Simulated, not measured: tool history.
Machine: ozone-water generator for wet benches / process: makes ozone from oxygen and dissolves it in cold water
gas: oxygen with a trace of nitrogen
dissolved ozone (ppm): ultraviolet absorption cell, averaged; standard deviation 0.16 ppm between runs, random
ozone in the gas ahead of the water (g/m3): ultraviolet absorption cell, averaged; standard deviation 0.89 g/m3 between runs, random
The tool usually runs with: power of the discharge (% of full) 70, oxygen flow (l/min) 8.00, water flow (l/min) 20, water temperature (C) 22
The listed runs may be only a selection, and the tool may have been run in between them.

run	hour	power of the discharge (% of full)	oxygen flow (l/min)	water flow (l/min)	water temperature (C)	dissolved ozone (ppm)	ozone in the gas ahead of the water (g/m3)
1	0.0	70	8.00	20	22	20.0	146.8
2	20.1	70	8.00	20	22	19.8	147.0
3	35.7	70	8.00	20	14	23.1	146.1
4	61.3	43	8.00	20	14	17.3	109.6
5	75.5	70	8.00	20	14	23.0	145.5
6	99.4	70	8.00	20	22	19.9	145.6
7	128.4	70	5.60	20	22	20.7	177.0
8	160.3	70	5.60	12	22	29.0	179.6
9	185.7	70	5.60	12	22	29.0	180.1
10	200.5	70	5.60	12	22	28.7	180.4
# hour 202.7: water thermometer calibrated
11	231.4	70	8.00	20	22	19.9	145.9
12	251.0	70	8.00	15	22	23.8	144.4
# hour 266.4: water thermometer calibrated, once more
13	266.4	70	8.00	15	22	23.9	144.5
14	290.4	70	8.00	15	22	23.8	145.9
15	318.1	62	8.00	15	25	20.6	136.4
16	337.4	62	8.00	15	25	20.7	136.7

For run 17, what comes out?
17	354.4	61	4.57	20	22	?	?

dissolved ozone (ppm): 19.1
ozone in the gas ahead of the water (g/m3): 185.7
Had the tool carried no hidden state, the very same run would have given dissolved ozone (ppm) 20.3, ozone in the gas ahead of the water (g/m3) 188.7.
